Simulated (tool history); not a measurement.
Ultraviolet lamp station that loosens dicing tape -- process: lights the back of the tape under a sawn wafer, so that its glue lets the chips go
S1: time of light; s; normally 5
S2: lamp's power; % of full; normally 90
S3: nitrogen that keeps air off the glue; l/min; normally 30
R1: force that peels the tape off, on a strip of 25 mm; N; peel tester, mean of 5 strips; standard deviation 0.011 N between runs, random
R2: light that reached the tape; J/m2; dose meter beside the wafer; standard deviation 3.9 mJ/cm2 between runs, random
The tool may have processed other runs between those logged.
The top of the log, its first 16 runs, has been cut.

run,hour,S1,S2,S3,R1,R2
17,390.4,5,88,30,0.900,4940
18,424.5,5,88,30,0.943,4920
19,445.2,5,80,30,1.126,4380
20,473.0,5,80,30,1.142,4350
21,494.2,4,90,30,1.351,3840
22,519.2,4,90,30,1.336,3860
23,537.9,5,74,30,1.343,3940
24,562.5,6,98,30,0.622,6090
25,596.0,6,98,30,0.618,6020
26,628.5,7,88,30,0.581,6270
# hour 632.7: window cleaned of glue's vapour
27,654.1,4,77,30,1.583,3420
28,687.4,4,77,15,2.139,3420
29,722.1,4,77,15,2.196,3320
30,750.6,4,77,10,2.640,3290
31,770.4,4,77,10,2.634,3320
32,788.1,4,70,19,2.263,2940
33,802.1,9,70,60,0.294,6690
34,834.2,9,70,60,0.313,6460
35,852.0,3,99,40,1.485,3050
36,883.1,3,99,40,1.624,3020
37,898.4,3,90,42,1.761,2710
38,920.0,7,89,59,0.348,6220
39,938.3,8,89,14,0.881,7060

Alternative continuations, all from the tool just after run 39; predict every row:
A,969.1,8,89,24,?,?
B,969.1,5,90,17,?,?
C,969.1,3,65,30,?,?
D,969.1,2,89,14,?,?
E,969.1,6,95,11,?,?

run,R1,R2
A,0.572,6990
B,1.504,4370
C,2.765,1860
D,3.693,1720
E,1.435,5630
Without the tool's hidden state the same runs would have given:
run,R1,R2
A,0.213,10740
B,0.761,6730
C,1.882,2890
D,2.851,2650
E,0.706,8630

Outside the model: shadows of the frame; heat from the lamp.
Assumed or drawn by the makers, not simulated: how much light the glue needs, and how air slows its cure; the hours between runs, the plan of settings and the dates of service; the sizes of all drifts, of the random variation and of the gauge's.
